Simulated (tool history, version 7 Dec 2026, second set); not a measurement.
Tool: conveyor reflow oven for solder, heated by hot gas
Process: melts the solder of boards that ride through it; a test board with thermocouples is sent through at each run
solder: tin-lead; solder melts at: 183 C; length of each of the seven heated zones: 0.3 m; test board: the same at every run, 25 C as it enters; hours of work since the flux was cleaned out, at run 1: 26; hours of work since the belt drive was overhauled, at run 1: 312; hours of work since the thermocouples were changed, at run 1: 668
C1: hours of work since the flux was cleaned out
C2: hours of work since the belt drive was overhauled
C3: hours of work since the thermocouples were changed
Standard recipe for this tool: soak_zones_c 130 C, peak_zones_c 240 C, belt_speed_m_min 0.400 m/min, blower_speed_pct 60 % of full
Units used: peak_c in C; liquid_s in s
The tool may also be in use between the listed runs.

{"run": 1, "hour": 0.0, "soak_zones_c": 130, "peak_zones_c": 240, "belt_speed_m_min": 0.4, "blower_speed_pct": 60, "C1": 26, "C2": 312, "C3": 668, "peak_c": 220.0, "liquid_s": 67.1}
{"run": 2, "hour": 24.6, "soak_zones_c": 130, "peak_zones_c": 240, "belt_speed_m_min": 0.4, "blower_speed_pct": 60, "C1": 38, "C2": 323, "C3": 680, "peak_c": 219.5, "liquid_s": 66.6}
{"run": 3, "hour": 42.3, "soak_zones_c": 130, "peak_zones_c": 240, "belt_speed_m_min": 0.355, "blower_speed_pct": 60, "C1": 46, "C2": 332, "C3": 688, "peak_c": 223.8, "liquid_s": 80.2}
{"hour": 52.2, "done": "thermocouples of zones 6 and 7 changed"}
{"run": 4, "hour": 71.9, "soak_zones_c": 130, "peak_zones_c": 240, "belt_speed_m_min": 0.4, "blower_speed_pct": 60, "C1": 59, "C2": 344, "C3": 9, "peak_c": 222.1, "liquid_s": 68.6}
{"run": 5, "hour": 87.0, "soak_zones_c": 130, "peak_zones_c": 232, "belt_speed_m_min": 0.4, "blower_speed_pct": 60, "C1": 66, "C2": 352, "C3": 16, "peak_c": 214.9, "liquid_s": 62.3}
{"run": 6, "hour": 115.0, "soak_zones_c": 130, "peak_zones_c": 240, "belt_speed_m_min": 0.358, "blower_speed_pct": 60, "C1": 79, "C2": 365, "C3": 30, "peak_c": 225.7, "liquid_s": 80.6}
{"run": 7, "hour": 133.3, "soak_zones_c": 130, "peak_zones_c": 240, "belt_speed_m_min": 0.4, "blower_speed_pct": 60, "C1": 88, "C2": 373, "C3": 38, "peak_c": 222.1, "liquid_s": 68.4}
{"run": 8, "hour": 150.9, "soak_zones_c": 130, "peak_zones_c": 240, "belt_speed_m_min": 0.4, "blower_speed_pct": 60, "C1": 96, "C2": 382, "C3": 46, "peak_c": 221.7, "liquid_s": 68.4}
{"run": 9, "hour": 174.2, "soak_zones_c": 130, "peak_zones_c": 240, "belt_speed_m_min": 0.4, "blower_speed_pct": 60, "C1": 107, "C2": 393, "C3": 57, "peak_c": 221.7, "liquid_s": 68.1}
{"run": 10, "hour": 199.1, "soak_zones_c": 130, "peak_zones_c": 249, "belt_speed_m_min": 0.4, "blower_speed_pct": 60, "C1": 119, "C2": 404, "C3": 69, "peak_c": 229.9, "liquid_s": 74.5}
{"run": 11, "hour": 218.2, "soak_zones_c": 130, "peak_zones_c": 249, "belt_speed_m_min": 0.4, "blower_speed_pct": 60, "C1": 128, "C2": 413, "C3": 78, "peak_c": 229.5, "liquid_s": 74.5}
{"run": 12, "hour": 239.0, "soak_zones_c": 130, "peak_zones_c": 249, "belt_speed_m_min": 0.4, "blower_speed_pct": 67, "C1": 138, "C2": 423, "C3": 88, "peak_c": 231.8, "liquid_s": 76.0}
{"run": 13, "hour": 254.4, "soak_zones_c": 130, "peak_zones_c": 249, "belt_speed_m_min": 0.4, "blower_speed_pct": 67, "C1": 145, "C2": 430, "C3": 95, "peak_c": 231.5, "liquid_s": 75.9}
{"run": 14, "hour": 274.4, "soak_zones_c": 120, "peak_zones_c": 240, "belt_speed_m_min": 0.4, "blower_speed_pct": 60, "C1": 154, "C2": 440, "C3": 105, "peak_c": 219.3, "liquid_s": 63.0}
{"run": 15, "hour": 290.0, "soak_zones_c": 130, "peak_zones_c": 240, "belt_speed_m_min": 0.4, "blower_speed_pct": 60, "C1": 162, "C2": 447, "C3": 112, "peak_c": 221.6, "liquid_s": 67.8}
{"run": 16, "hour": 316.3, "soak_zones_c": 123, "peak_zones_c": 244, "belt_speed_m_min": 0.444, "blower_speed_pct": 68, "C1": 174, "C2": 460, "C3": 124, "peak_c": 221.7, "liquid_s": 59.2}
{"run": 17, "hour": 333.9, "soak_zones_c": 121, "peak_zones_c": 240, "belt_speed_m_min": 0.4, "blower_speed_pct": 71, "C1": 182, "C2": 468, "C3": 133, "peak_c": 223.2, "liquid_s": 66.5}
{"run": 18, "hour": 359.9, "soak_zones_c": 122, "peak_zones_c": 228, "belt_speed_m_min": 0.417, "blower_speed_pct": 75, "C1": 195, "C2": 480, "C3": 145, "peak_c": 211.8, "liquid_s": 54.6}
{"run": 19, "hour": 384.1, "soak_zones_c": 131, "peak_zones_c": 249, "belt_speed_m_min": 0.416, "blower_speed_pct": 71, "C1": 206, "C2": 491, "C3": 156, "peak_c": 230.7, "liquid_s": 72.9}
{"run": 20, "hour": 405.6, "soak_zones_c": 131, "peak_zones_c": 249, "belt_speed_m_min": 0.416, "blower_speed_pct": 71, "C1": 216, "C2": 502, "C3": 166, "peak_c": 230.5, "liquid_s": 72.8}
{"run": 21, "hour": 432.1, "soak_zones_c": 129, "peak_zones_c": 254, "belt_speed_m_min": 0.416, "blower_speed_pct": 74, "C1": 229, "C2": 514, "C3": 179, "peak_c": 235.5, "liquid_s": 75.4}
{"run": 22, "hour": 444.7, "soak_zones_c": 130, "peak_zones_c": 240, "belt_speed_m_min": 0.366, "blower_speed_pct": 60, "C1": 234, "C2": 520, "C3": 185, "peak_c": 223.4, "liquid_s": 77.1}
{"run": 23, "hour": 458.1, "soak_zones_c": 130, "peak_zones_c": 240, "belt_speed_m_min": 0.373, "blower_speed_pct": 60, "C1": 241, "C2": 526, "C3": 191, "peak_c": 222.8, "liquid_s": 74.8}
{"run": 24, "hour": 478.9, "soak_zones_c": 125, "peak_zones_c": 231, "belt_speed_m_min": 0.4, "blower_speed_pct": 84, "C1": 251, "C2": 536, "C3": 201, "peak_c": 217.3, "liquid_s": 64.6}
{"hour": 493.8, "done": "flux residue cleaned out of gas plates and filters"}
{"run": 25, "hour": 497.4, "soak_zones_c": 116, "peak_zones_c": 254, "belt_speed_m_min": 0.478, "blower_speed_pct": 78, "C1": 2, "C2": 542, "C3": 207, "peak_c": 230.9, "liquid_s": 58.9}
{"run": 26, "hour": 521.6, "soak_zones_c": 116, "peak_zones_c": 233, "belt_speed_m_min": 0.478, "blower_speed_pct": 78, "C1": 13, "C2": 554, "C3": 219, "peak_c": 211.8, "liquid_s": 45.3}
{"run": 27, "hour": 536.9, "soak_zones_c": 116, "peak_zones_c": 233, "belt_speed_m_min": 0.478, "blower_speed_pct": 78, "C1": 20, "C2": 561, "C3": 226, "peak_c": 212.1, "liquid_s": 45.5}
{"run": 28, "hour": 550.2, "soak_zones_c": 120, "peak_zones_c": 233, "belt_speed_m_min": 0.345, "blower_speed_pct": 78, "C1": 27, "C2": 567, "C3": 232, "peak_c": 222.6, "liquid_s": 79.3}
{"run": 29, "hour": 569.0, "soak_zones_c": 125, "peak_zones_c": 232, "belt_speed_m_min": 0.427, "blower_speed_pct": 82, "C1": 35, "C2": 576, "C3": 241, "peak_c": 216.6, "liquid_s": 59.7}
{"run": 30, "hour": 587.4, "soak_zones_c": 125, "peak_zones_c": 232, "belt_speed_m_min": 0.427, "blower_speed_pct": 82, "C1": 44, "C2": 585, "C3": 250, "peak_c": 217.1, "liquid_s": 59.9}

Below are 3 alternative next runs, each starting from the tool's condition after run 30. Predict each:
{"run": "A", "hour": 613.4, "soak_zones_c": 130, "peak_zones_c": 240, "belt_speed_m_min": 0.4, "blower_speed_pct": 53, "C1": 56, "C2": 597, "C3": 262, "peak_c": "?", "liquid_s": "?"}
{"run": "B", "hour": 613.4, "soak_zones_c": 123, "peak_zones_c": 249, "belt_speed_m_min": 0.4, "blower_speed_pct": 72, "C1": 56, "C2": 597, "C3": 262, "peak_c": "?", "liquid_s": "?"}
{"run": "C", "hour": 613.4, "soak_zones_c": 145, "peak_zones_c": 240, "belt_speed_m_min": 0.4, "blower_speed_pct": 60, "C1": 56, "C2": 597, "C3": 262, "peak_c": "?", "liquid_s": "?"}

run=A peak_c=219.1 liquid_s=65.6
run=B peak_c=231.7 liquid_s=73.8
run=C peak_c=223.9 liquid_s=76.4
With the hidden condition removed and each run's random variation left untouched, the same runs would have given:
run=A peak_c=220.1 liquid_s=66.1
run=B peak_c=232.7 liquid_s=74.1
run=C peak_c=224.8 liquid_s=76.7
